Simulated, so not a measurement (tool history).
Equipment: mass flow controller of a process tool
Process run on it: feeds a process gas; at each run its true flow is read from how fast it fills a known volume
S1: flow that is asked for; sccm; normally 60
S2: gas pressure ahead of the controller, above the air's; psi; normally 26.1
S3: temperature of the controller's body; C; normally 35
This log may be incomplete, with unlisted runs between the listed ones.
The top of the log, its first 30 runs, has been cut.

Run 31, hour 2456.5: usual settings but S2 28.9 psi, S3 25 C. Result: true flow (%) 99.41.
Run 32, hour 2545.9: usual settings but S1 69 sccm, S2 27.1 psi. Result: true flow (%) 98.86.
Run 33, hour 2652.3: usual settings but S1 50 sccm, S2 32.1 psi, S3 39 C. Result: true flow (%) 98.72.
Run 34, hour 2718.8: usual settings but S1 22 sccm, S2 36 psi, S3 31 C. Result: true flow (%) 99.01.
Run 35, hour 2819.9: usual settings but S1 22 sccm, S2 36 psi, S3 31 C. Result: true flow (%) 99.2.
Run 36, hour 2932.7: usual settings but S1 22 sccm, S2 36 psi, S3 31 C. Result: true flow (%) 99.46.
Run 37, hour 3025.9: usual settings but S1 130 sccm, S2 28.4 psi, S3 31 C. Result: true flow (%) 100.36.
Run 38, hour 3126: usual settings but S1 130 sccm, S2 28.4 psi, S3 31 C. Result: true flow (%) 100.59.
Run 39, hour 3211.5: usual settings but S1 86 sccm, S2 28.4 psi, S3 21 C. Result: true flow (%) 100.92.
Run 40, hour 3269.2: usual settings but S1 87 sccm, S2 28 psi. Result: true flow (%) 100.15.
Run 41, hour 3370.3: usual settings but S1 70 sccm, S2 29.4 psi, S3 25 C. Result: true flow (%) 100.74.
Run 42, hour 3433.2: usual settings but S1 142 sccm, S3 25 C. Result: true flow (%) 101.48.
Run 43, hour 3525.8: usual settings but S1 142 sccm, S3 25 C. Result: true flow (%) 101.7.
Run 44, hour 3603.7: usual settings but S1 142 sccm, S2 22.5 psi, S3 25 C. Result: true flow (%) 101.44.
Run 45, hour 3654.9: usual settings but S1 170 sccm. Result: true flow (%) 101.38.
Run 46, hour 3745.5: usual settings but S1 70 sccm, S2 20.7 psi. Result: true flow (%) 100.27.
Run 47, hour 3797.4: usual settings but S2 37.9 psi, S3 27 C. Result: true flow (%) 101.28.
Run 48, hour 3901.1: usual settings but S1 29 sccm, S2 35.4 psi. Result: true flow (%) 100.58.

What if the next run were any one of these 4? Each begins from the tool's condition after run 48:
Run A, hour 3975.9: usual settings but S1 176 sccm, S2 34.4 psi, S3 28 C. Result: true flow (%) ?.
Run B, hour 3975.9: usual settings but S1 56 sccm, S2 29.6 psi, S3 28 C. Result: true flow (%) ?.
Run C, hour 3975.9: usual settings but S1 29 sccm, S2 31.8 psi. Result: true flow (%) ?.
Run D, hour 3975.9: usual settings but S2 40 psi. Result: true flow (%) ?.

run  true flow (%)
  A         102.63
  B          101.3
  C         100.45
  D          101.1
Stripped of hidden state, with their random variation kept, the same runs would have yielded:
run  true flow (%)
  A          99.78
  B          98.48
  C          97.67
  D           98.3
